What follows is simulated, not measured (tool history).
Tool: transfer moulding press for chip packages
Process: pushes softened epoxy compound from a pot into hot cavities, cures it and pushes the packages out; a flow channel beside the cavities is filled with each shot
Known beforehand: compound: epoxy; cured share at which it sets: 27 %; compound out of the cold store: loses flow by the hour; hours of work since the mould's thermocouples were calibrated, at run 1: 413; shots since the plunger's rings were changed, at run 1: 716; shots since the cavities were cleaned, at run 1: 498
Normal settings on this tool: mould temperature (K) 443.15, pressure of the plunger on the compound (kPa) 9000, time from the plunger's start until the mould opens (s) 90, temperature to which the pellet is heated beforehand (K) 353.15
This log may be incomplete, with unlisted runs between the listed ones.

run	hour	mould temperature (K)	pressure of the plunger on the compound (kPa)	time from the plunger's start until the mould opens (s)	temperature to which the pellet is heated beforehand (K)	hours of work since the mould's thermocouples were calibrated	shots since the plunger's rings were changed	shots since the cavities were cleaned	incoming compound's hours out of the cold store	length that the compound runs in the flow channel (mm)	greatest force on the pins that push the packages out (N)
1	0.0	443.15	9000	90	353.15	413	716	498	36.5	622	616
2	17.4	448.15	9000	90	353.15	421	888	670	19.0	657	473
3	35.8	448.15	9000	90	353.15	429	1069	851	31.6	619	462
# hour 40.2: cavities cleaned with cleaning compound and waxed
4	58.8	443.15	9000	90	353.15	439	1281	183	13.2	678	669
5	79.6	443.15	9000	81	353.15	449	1487	389	47.5	586	724
6	92.2	443.15	9000	81	353.15	455	1612	514	23.7	649	764
7	103.9	443.15	9000	81	353.15	461	1727	629	27.0	645	800
8	115.9	443.15	9000	81	353.15	466	1845	747	32.9	633	772
# hour 129.9: cavities cleaned with cleaning compound and waxed
9	131.3	443.15	9000	81	353.15	473	1982	13	18.9	663	801
10	140.3	443.15	9000	90	353.15	477	2072	103	22.5	656	603
11	155.7	443.15	10120	128	351.15	484	2224	255	34.5	660	423
12	165.1	443.15	10120	128	351.15	489	2317	348	14.6	707	418
13	174.2	436.15	9120	98	353.15	493	2406	437	32.0	652	778
14	195.4	438.15	8310	86	345.15	503	2616	647	42.4	587	940
15	217.1	439.15	10300	90	351.15	513	2830	861	37.1	676	764
# hour 220.2: cavities cleaned with cleaning compound and waxed
16	232.3	443.15	8110	90	347.15	519	2965	119	15.1	643	641
17	246.1	443.15	8110	90	347.15	526	3101	255	15.9	635	620
18	263.5	443.15	8110	90	347.15	534	3273	427	26.3	611	628
19	274.2	439.15	8920	90	353.15	539	3380	534	27.4	650	816

Forecast each of these 3 alternatives for the next run:
A	286.7	449.15	8920	103	353.15	545	3503	657	15.7	?	?
B	286.7	445.15	8920	83	353.15	545	3503	657	35.5	?	?
C	286.7	439.15	7200	90	353.15	545	3503	657	16.6	?	?

run	length that the compound runs in the flow channel (mm)	greatest force on the pins that push the packages out (N)
A	658	419
B	610	651
C	607	834
Without the tool's hidden state the same runs would have given:
run	length that the compound runs in the flow channel (mm)	greatest force on the pins that push the packages out (N)
A	658	417
B	610	648
C	607	829
